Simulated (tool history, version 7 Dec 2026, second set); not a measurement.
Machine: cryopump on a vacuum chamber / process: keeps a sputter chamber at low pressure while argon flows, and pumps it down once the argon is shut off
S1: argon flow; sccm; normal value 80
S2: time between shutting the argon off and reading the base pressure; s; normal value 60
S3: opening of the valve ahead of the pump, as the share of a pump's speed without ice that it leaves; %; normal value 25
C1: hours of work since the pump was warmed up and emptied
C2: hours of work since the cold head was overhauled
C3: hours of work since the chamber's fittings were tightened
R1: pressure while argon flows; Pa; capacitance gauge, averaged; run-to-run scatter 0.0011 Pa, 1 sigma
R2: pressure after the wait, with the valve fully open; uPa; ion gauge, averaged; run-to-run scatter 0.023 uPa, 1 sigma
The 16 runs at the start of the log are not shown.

{"run": 17, "day": 11.392, "S1": 80, "S2": 60, "S3": 24, "C1": 289, "C2": 710, "C3": 2283, "R1": 0.3345, "R2": 2.64}
{"run": 18, "day": 12.046, "S1": 80, "S2": 60, "S3": 24, "C1": 301, "C2": 722, "C3": 2294, "R1": 0.3365, "R2": 2.64}
{"run": 19, "day": 12.462, "S1": 41, "S2": 81, "S3": 25, "C1": 308, "C2": 729, "C3": 2301, "R1": 0.1667, "R2": 2.6}
{"run": 20, "day": 12.875, "S1": 41, "S2": 49, "S3": 21, "C1": 315, "C2": 736, "C3": 2308, "R1": 0.1978, "R2": 2.83}
{"run": 21, "day": 13.621, "S1": 41, "S2": 44, "S3": 21, "C1": 328, "C2": 749, "C3": 2321, "R1": 0.1982, "R2": 3.03}
{"run": 22, "day": 14.092, "S1": 65, "S2": 267, "S3": 25, "C1": 336, "C2": 757, "C3": 2329, "R1": 0.2645, "R2": 2.33}
{"run": 23, "day": 14.979, "S1": 64, "S2": 209, "S3": 18, "C1": 351, "C2": 772, "C3": 2345, "R1": 0.3587, "R2": 2.34}
{"run": 24, "day": 15.929, "S1": 64, "S2": 209, "S3": 18, "C1": 368, "C2": 789, "C3": 2361, "R1": 0.3588, "R2": 2.47}
{"run": 25, "day": 16.775, "S1": 48, "S2": 67, "S3": 25, "C1": 382, "C2": 803, "C3": 2376, "R1": 0.197, "R2": 2.76}
{"run": 26, "day": 17.379, "S1": 48, "S2": 67, "S3": 25, "C1": 393, "C2": 814, "C3": 2386, "R1": 0.1969, "R2": 2.8}
{"run": 27, "day": 17.904, "S1": 95, "S2": 67, "S3": 25, "C1": 402, "C2": 823, "C3": 2395, "R1": 0.3885, "R2": 2.87}
{"day": 18.325, "done": "pump warmed up, emptied and cooled again"}
{"run": 28, "day": 19.029, "S1": 122, "S2": 100, "S3": 15, "C1": 12, "C2": 839, "C3": 2411, "R1": 0.796, "R2": 2.3}
{"run": 29, "day": 19.625, "S1": 122, "S2": 100, "S3": 15, "C1": 22, "C2": 849, "C3": 2421, "R1": 0.7973, "R2": 2.31}
{"run": 30, "day": 20.342, "S1": 33, "S2": 60, "S3": 25, "C1": 35, "C2": 862, "C3": 2434, "R1": 0.1295, "R2": 2.63}
{"run": 31, "day": 21.354, "S1": 53, "S2": 78, "S3": 25, "C1": 52, "C2": 879, "C3": 2451, "R1": 0.209, "R2": 2.54}
{"run": 32, "day": 22.171, "S1": 53, "S2": 78, "S3": 25, "C1": 67, "C2": 893, "C3": 2466, "R1": 0.2091, "R2": 2.53}
{"run": 33, "day": 22.662, "S1": 54, "S2": 49, "S3": 24, "C1": 75, "C2": 902, "C3": 2474, "R1": 0.2217, "R2": 2.82}
{"run": 34, "day": 23.129, "S1": 54, "S2": 49, "S3": 24, "C1": 83, "C2": 910, "C3": 2482, "R1": 0.2225, "R2": 2.92}

Each row is a separate what-if for the run after 34, all from the same tool condition, not one after another. Results?
{"run": "A", "day": 23.617, "S1": 66, "S2": 253, "S3": 44, "C1": 92, "C2": 918, "C3": 2491, "R1": "?", "R2": "?"}
{"run": "B", "day": 23.617, "S1": 52, "S2": 23, "S3": 27, "C1": 92, "C2": 918, "C3": 2491, "R1": "?", "R2": "?"}
{"run": "C", "day": 23.617, "S1": 54, "S2": 70, "S3": 24, "C1": 92, "C2": 918, "C3": 2491, "R1": "?", "R2": "?"}

run=A R1=0.1509 R2=2.22
run=B R1=0.1922 R2=3.68
run=C R1=0.2224 R2=2.56
What these runs would have given with no unlogged condition in the tool:
run=A R1=0.1473 R2=0.33
run=B R1=0.1893 R2=1.76
run=C R1=0.2195 R2=0.7

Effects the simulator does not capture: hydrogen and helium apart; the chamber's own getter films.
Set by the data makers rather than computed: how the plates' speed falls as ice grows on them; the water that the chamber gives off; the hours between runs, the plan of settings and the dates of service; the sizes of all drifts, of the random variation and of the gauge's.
